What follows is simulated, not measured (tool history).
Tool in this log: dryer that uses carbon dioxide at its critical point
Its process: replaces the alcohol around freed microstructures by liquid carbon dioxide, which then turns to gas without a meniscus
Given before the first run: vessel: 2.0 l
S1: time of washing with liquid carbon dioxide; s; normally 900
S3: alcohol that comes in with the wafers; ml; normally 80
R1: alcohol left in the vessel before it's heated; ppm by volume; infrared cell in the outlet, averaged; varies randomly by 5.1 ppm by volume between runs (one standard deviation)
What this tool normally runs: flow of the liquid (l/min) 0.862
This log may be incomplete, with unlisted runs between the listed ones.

Run 1, day 0.000: usual settings. Result: R1 108 ppm by volume.
Run 2, day 1.871: usual settings. Result: R1 116 ppm by volume.
Run 3, day 3.075: usual settings. Result: R1 126 ppm by volume.
Run 4, day 4.238: usual settings. Result: R1 148 ppm by volume.
Run 5, day 5.108: usual settings. Result: R1 149 ppm by volume.
Run 6, day 6.033: usual settings. Result: R1 166 ppm by volume.
Run 7, day 7.421: usual settings. Result: R1 171 ppm by volume.
Run 8, day 9.354: usual settings. Result: R1 182 ppm by volume.
Run 9, day 10.588: usual settings. Result: R1 203 ppm by volume.
Run 10, day 12.092: usual settings. Result: R1 222 ppm by volume.
Run 11, day 13.325: usual settings. Result: R1 228 ppm by volume.
Run 12, day 14.775: usual settings. Result: R1 238 ppm by volume.
Run 13, day 16.208: usual settings. Result: R1 268 ppm by volume.
Run 14, day 17.862: usual settings. Result: R1 275 ppm by volume.
Run 15, day 19.425: usual settings. Result: R1 290 ppm by volume.
Run 16, day 21.179: usual settings. Result: R1 308 ppm by volume.
Run 17, day 22.092: usual settings but S3 62 ml. Result: R1 275 ppm by volume.
Run 18, day 24.121: usual settings but S3 62 ml. Result: R1 215 ppm by volume.
Run 19, day 25.988: usual settings but S3 62 ml. Result: R1 217 ppm by volume.
Run 20, day 27.988: usual settings. Result: R1 263 ppm by volume.
Run 21, day 28.875: usual settings. Result: R1 270 ppm by volume.
Run 22, day 30.746: usual settings but flow of the liquid (l/min) 0.734. Result: R1 413 ppm by volume.
Run 23, day 31.875: usual settings but S1 720 s, flow of the liquid (l/min) 0.734. Result: R1 840 ppm by volume.
Run 24, day 33.388: usual settings but S1 720 s, flow of the liquid (l/min) 0.734. Result: R1 869 ppm by volume.
Run 25, day 34.467: usual settings but S1 540 s, flow of the liquid (l/min) 0.832, S3 111 ml. Result: R1 1996 ppm by volume.
Run 26, day 35.592: usual settings but S1 540 s, flow of the liquid (l/min) 1.300, S3 111 ml. Result: R1 525 ppm by volume.
Run 27, day 36.804: usual settings but S1 720 s, flow of the liquid (l/min) 1.300, S3 85 ml. Result: R1 254 ppm by volume.
Run 28, day 37.683: usual settings but flow of the liquid (l/min) 0.547, S3 94 ml. Result: R1 1328 ppm by volume.
Run 29, day 39.150: usual settings but S1 1200 s, flow of the liquid (l/min) 0.547, S3 22 ml. Result: R1 319 ppm by volume.
Run 30, day 40.988: usual settings but S1 780 s, flow of the liquid (l/min) 0.684, S3 50 ml. Result: R1 707 ppm by volume.
Run 31, day 42.238: usual settings but S1 720 s, flow of the liquid (l/min) 0.552, S3 71 ml. Result: R1 2100 ppm by volume.
Run 32, day 43.742: usual settings but S1 720 s, flow of the liquid (l/min) 0.552, S3 71 ml. Result: R1 2152 ppm by volume.
Run 33, day 45.296: usual settings but S1 720 s, flow of the liquid (l/min) 0.524, S3 43 ml. Result: R1 1578 ppm by volume.
Run 34, day 46.762: usual settings but flow of the liquid (l/min) 0.691, S3 45 ml. Result: R1 532 ppm by volume.
Run 35, day 48.733: usual settings but flow of the liquid (l/min) 0.583, S3 49 ml. Result: R1 602 ppm by volume.
Run 36, day 50.750: usual settings but flow of the liquid (l/min) 0.583, S3 49 ml. Result: R1 344 ppm by volume.
Run 37, day 52.067: usual settings but S1 600 s, flow of the liquid (l/min) 0.540, S3 27 ml. Result: R1 949 ppm by volume.
Run 38, day 53.708: usual settings but S1 660 s, flow of the liquid (l/min) 0.810, S3 33 ml. Result: R1 264 ppm by volume.
Run 39, day 55.146: usual settings but S1 840 s, flow of the liquid (l/min) 0.810, S3 120 ml. Result: R1 307 ppm by volume.
Run 40, day 56.096: usual settings but S1 840 s, flow of the liquid (l/min) 0.810, S3 120 ml. Result: R1 318 ppm by volume.
Run 41, day 58.017: usual settings but S1 840 s, flow of the liquid (l/min) 0.810, S3 93 ml. Result: R1 274 ppm by volume.
Run 42, day 59.042: usual settings but S1 840 s, flow of the liquid (l/min) 1.364. Result: R1 54 ppm by volume.
Run 43, day 60.225: usual settings but S1 540 s, flow of the liquid (l/min) 0.953, S3 22 ml. Result: R1 285 ppm by volume.
Run 44, day 62.217: usual settings but S1 540 s, flow of the liquid (l/min) 0.953, S3 22 ml. Result: R1 293 ppm by volume.
Run 45, day 63.062: usual settings but S1 1020 s, flow of the liquid (l/min) 0.731, S3 91 ml. Result: R1 234 ppm by volume.

Between the runs listed above, the log contained 3 entries, not reproduced here. Where in the sequence does each belong, and how does what the log doesn't record of the tool's condition differ from the listed run before to the listed run after?
In the gap between runs 17 and 18: inlet filter changed (day 22.412)
  flow that reaches the vessel past the clogged filter, %: 85.2 -> 99; alcohol in the recycled carbon dioxide, ppm: 148.1 -> 157.9
  measured result minus the result with no hidden state, R1: +222 -> +156 ppm by volume
In the gap between runs 34 and 35: inlet filter changed (day 47.933)
  flow that reaches the vessel past the clogged filter, %: 86.4 -> 99.5; alcohol in the recycled carbon dioxide, ppm: 279.4 -> 289.4
  measured result minus the result with no hidden state, R1: +402 -> +288 ppm by volume
In the gap between runs 35 and 36: purifier's bed changed (day 50.738)
  flow that reaches the vessel past the clogged filter, %: 99.5 -> 98.3; alcohol in the recycled carbon dioxide, ppm: 289.4 -> 5.7
  measured result minus the result with no hidden state, R1: +288 -> +24 ppm by volume

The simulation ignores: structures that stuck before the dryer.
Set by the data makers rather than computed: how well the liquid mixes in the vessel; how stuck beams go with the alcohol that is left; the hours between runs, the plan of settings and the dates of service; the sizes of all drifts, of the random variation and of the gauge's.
